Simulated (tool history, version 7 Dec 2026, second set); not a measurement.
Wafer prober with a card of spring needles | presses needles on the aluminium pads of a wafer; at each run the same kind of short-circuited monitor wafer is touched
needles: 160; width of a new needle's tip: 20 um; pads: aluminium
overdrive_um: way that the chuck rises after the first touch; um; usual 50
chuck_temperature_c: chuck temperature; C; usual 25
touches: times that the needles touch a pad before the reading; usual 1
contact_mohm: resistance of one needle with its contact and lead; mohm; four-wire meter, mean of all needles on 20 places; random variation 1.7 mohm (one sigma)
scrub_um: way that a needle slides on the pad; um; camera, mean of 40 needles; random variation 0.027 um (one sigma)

Run 1, hour 0.0: usual settings. Result: contact_mohm 228 mohm, scrub_um 9.57 um.
At hour 3.7: tips cleaned on abrasive film.
At hour 9.5: tips cleaned on abrasive film.
Run 2, hour 11.2: usual settings. Result: contact_mohm 206 mohm, scrub_um 9.53 um.
At hour 15.4: tips cleaned on abrasive film.
At hour 21.4: tips cleaned on abrasive film.
Run 3, hour 21.9: usual settings. Result: contact_mohm 182 mohm, scrub_um 9.52 um.
At hour 27.6: tips cleaned on abrasive film.
Run 4, hour 27.6: usual settings but touches 2. Result: contact_mohm 171 mohm, scrub_um 9.52 um.
At hour 33.4: tips cleaned on abrasive film.
Run 5, hour 37.8: usual settings but chuck_temperature_c 83 C, touches 2. Result: contact_mohm 226 mohm, scrub_um 9.49 um.
At hour 40.1: tips cleaned on abrasive film.
Run 6, hour 43.2: usual settings but chuck_temperature_c 83 C, touches 2. Result: contact_mohm 218 mohm, scrub_um 9.46 um.
At hour 46.5: tips cleaned on abrasive film.
At hour 52.7: tips cleaned on abrasive film.
Run 7, hour 52.9: usual settings but chuck_temperature_c 83 C, touches 2. Result: contact_mohm 189 mohm, scrub_um 9.50 um.
At hour 59.1: tips cleaned on abrasive film.
Run 8, hour 62.7: usual settings but chuck_temperature_c 116 C. Result: contact_mohm 249 mohm, scrub_um 9.49 um.
At hour 64.8: tips cleaned on abrasive film.
Run 9, hour 68.8: usual settings but chuck_temperature_c 113 C. Result: contact_mohm 257 mohm, scrub_um 9.45 um.
At hour 71.4: tips cleaned on abrasive film.
Run 10, hour 74.6: usual settings but chuck_temperature_c 113 C. Result: contact_mohm 247 mohm, scrub_um 9.43 um.
At hour 77.7: tips cleaned on abrasive film.
At hour 83.9: tips cleaned on abrasive film.
Run 11, hour 85.3: usual settings but chuck_temperature_c 113 C. Result: contact_mohm 222 mohm, scrub_um 9.46 um.
At hour 89.8: tips cleaned on abrasive film.
Run 12, hour 94.9: usual settings but touches 2. Result: contact_mohm 228 mohm, scrub_um 9.47 um.
At hour 95.6: tips cleaned on abrasive film.
At hour 101.3: tips cleaned on abrasive film.
Run 13, hour 101.3: usual settings but touches 2. Result: contact_mohm 175 mohm, scrub_um 9.46 um.
Run 14, hour 106.6: usual settings but overdrive_um 56 um, chuck_temperature_c 115 C. Result: contact_mohm 258 mohm, scrub_um 10.56 um.
At hour 107.7: tips cleaned on abrasive film.
At hour 114.2: tips cleaned on abrasive film.
Run 15, hour 116.4: usual settings but overdrive_um 40 um, chuck_temperature_c 36 C. Result: contact_mohm 265 mohm, scrub_um 7.47 um.
At hour 120.9: tips cleaned on abrasive film.
At hour 127.0: tips cleaned on abrasive film.
Run 16, hour 127.0: usual settings but overdrive_um 58 um, chuck_temperature_c 55 C, touches 3. Result: contact_mohm 179 mohm, scrub_um 10.97 um.
At hour 132.8: tips cleaned on abrasive film.
Run 17, hour 136.0: usual settings but overdrive_um 69 um. Result: contact_mohm 198 mohm, scrub_um 13.04 um.
At hour 139.0: tips cleaned on abrasive film.
At hour 145.1: tips cleaned on abrasive film.
Run 18, hour 146.1: usual settings but overdrive_um 68 um, touches 2. Result: contact_mohm 180 mohm, scrub_um 12.85 um.
At hour 151.1: tips cleaned on abrasive film.
At hour 157.2: tips cleaned on abrasive film.
Run 19, hour 157.4: usual settings but chuck_temperature_c 44 C. Result: contact_mohm 190 mohm, scrub_um 9.29 um.
At hour 163.3: tips cleaned on abrasive film.
Run 20, hour 165.4: usual settings but touches 3. Result: contact_mohm 191 mohm, scrub_um 9.32 um.
At hour 169.9: tips cleaned on abrasive film.
Run 21, hour 174.2: usual settings but overdrive_um 58 um. Result: contact_mohm 231 mohm, scrub_um 10.84 um.
At hour 175.6: tips cleaned on abrasive film.
Run 22, hour 181.0: usual settings but overdrive_um 46 um, touches 2. Result: contact_mohm 240 mohm, scrub_um 8.48 um.

5 ways to go on from here, each from the tool as it stands after run 22. What would each give?
At hour 182.2: tips cleaned on abrasive film.
At hour 188.8: tips cleaned on abrasive film.
Run A, hour 191.5: usual settings but overdrive_um 46 um, chuck_temperature_c 35 C, touches 2. Result: contact_mohm ?, scrub_um ?.
At hour 182.2: tips cleaned on abrasive film.
At hour 188.8: tips cleaned on abrasive film.
Run B, hour 191.5: usual settings but overdrive_um 33 um, chuck_temperature_c 26 C, touches 2. Result: contact_mohm ?, scrub_um ?.
At hour 182.2: tips cleaned on abrasive film.
At hour 188.8: tips cleaned on abrasive film.
Run C, hour 191.5: usual settings but touches 3. Result: contact_mohm ?, scrub_um ?.
At hour 182.2: tips cleaned on abrasive film.
At hour 188.8: tips cleaned on abrasive film.
Run D, hour 191.5: usual settings but overdrive_um 33 um, touches 2. Result: contact_mohm ?, scrub_um ?.
At hour 182.2: tips cleaned on abrasive film.
At hour 188.8: tips cleaned on abrasive film.
Run E, hour 191.5: usual settings but overdrive_um 66 um, chuck_temperature_c 119 C, touches 2. Result: contact_mohm ?, scrub_um ?.

run  contact_mohm  scrub_um
  A           226      8.51
  B           282      5.98
  C           197      9.26
  D           284      5.99
  E           206     12.40
Without the tool's hidden state the same runs would have given:
run  contact_mohm  scrub_um
  A           174      8.93
  B           180      6.41
  C           169      9.68
  D           181      6.41
  E           183     12.83
